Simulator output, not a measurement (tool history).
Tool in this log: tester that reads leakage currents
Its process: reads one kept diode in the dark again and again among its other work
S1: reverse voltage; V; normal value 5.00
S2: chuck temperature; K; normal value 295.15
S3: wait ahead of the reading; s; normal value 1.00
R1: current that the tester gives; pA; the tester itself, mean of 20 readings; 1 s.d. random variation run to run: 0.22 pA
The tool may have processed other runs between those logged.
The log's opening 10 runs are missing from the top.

{"run": 11, "hour": 1338.7, "S1": 17.37, "S2": 307.15, "S3": 1.0, "R1": 411.93}
{"run": 12, "hour": 1457.0, "S1": 17.37, "S2": 307.15, "S3": 1.04, "R1": 409.84}
{"run": 13, "hour": 1546.0, "S1": 17.37, "S2": 307.15, "S3": 1.04, "R1": 409.79}
{"hour": 1600.6, "done": "tester calibrated"}
{"hour": 1620.7, "done": "probe card cleaned and baked"}
{"run": 14, "hour": 1662.9, "S1": 5.17, "S2": 295.15, "S3": 1.0, "R1": 91.17}
{"run": 15, "hour": 1831.5, "S1": 5.17, "S2": 295.15, "S3": 1.0, "R1": 90.67}
{"run": 16, "hour": 2003.9, "S1": 5.17, "S2": 295.15, "S3": 1.0, "R1": 91.26}
{"run": 17, "hour": 2132.4, "S1": 5.0, "S2": 295.15, "S3": 1.0, "R1": 88.25}
{"run": 18, "hour": 2280.6, "S1": 5.0, "S2": 295.15, "S3": 1.0, "R1": 89.43}
{"run": 19, "hour": 2390.1, "S1": 5.0, "S2": 295.15, "S3": 1.0, "R1": 88.31}
{"hour": 2504.1, "done": "probe card cleaned and baked, once more"}
{"run": 20, "hour": 2572.5, "S1": 5.0, "S2": 295.15, "S3": 1.0, "R1": 63.08}
{"run": 21, "hour": 2711.9, "S1": 2.79, "S2": 317.15, "S3": 0.7, "R1": 349.27}
{"run": 22, "hour": 2823.2, "S1": 2.79, "S2": 317.15, "S3": 0.7, "R1": 346.56}
{"run": 23, "hour": 2957.9, "S1": 5.0, "S2": 294.15, "S3": 0.37, "R1": 59.8}
{"run": 24, "hour": 3065.9, "S1": 5.0, "S2": 294.15, "S3": 0.37, "R1": 59.63}
{"run": 25, "hour": 3261.4, "S1": 1.04, "S2": 294.15, "S3": 0.36, "R1": 26.86}
{"run": 26, "hour": 3463.4, "S1": 1.23, "S2": 321.15, "S3": 0.31, "R1": 318.58}
{"run": 27, "hour": 3613.7, "S1": 1.23, "S2": 294.15, "S3": 0.7, "R1": 28.25}
{"run": 28, "hour": 3729.6, "S1": 1.23, "S2": 294.15, "S3": 0.7, "R1": 28.02}
{"hour": 3877.6, "done": "chuck's temperature calibrated"}
{"run": 29, "hour": 3908.8, "S1": 2.15, "S2": 318.15, "S3": 4.65, "R1": 377.5}
{"run": 30, "hour": 4089.7, "S1": 6.44, "S2": 294.15, "S3": 4.19, "R1": 76.49}
{"run": 31, "hour": 4226.3, "S1": 7.7, "S2": 306.15, "S3": 9.29, "R1": 243.08}

Estimate the outcome of run 32 from the log above:
{"run": 32, "hour": 4335.3, "S1": 7.7, "S2": 306.15, "S3": 9.29, "R1": "?"}

{"run 32": {"R1": 243.34}}
Without the tool's hidden state the same run would have given R1 240.94 pA.
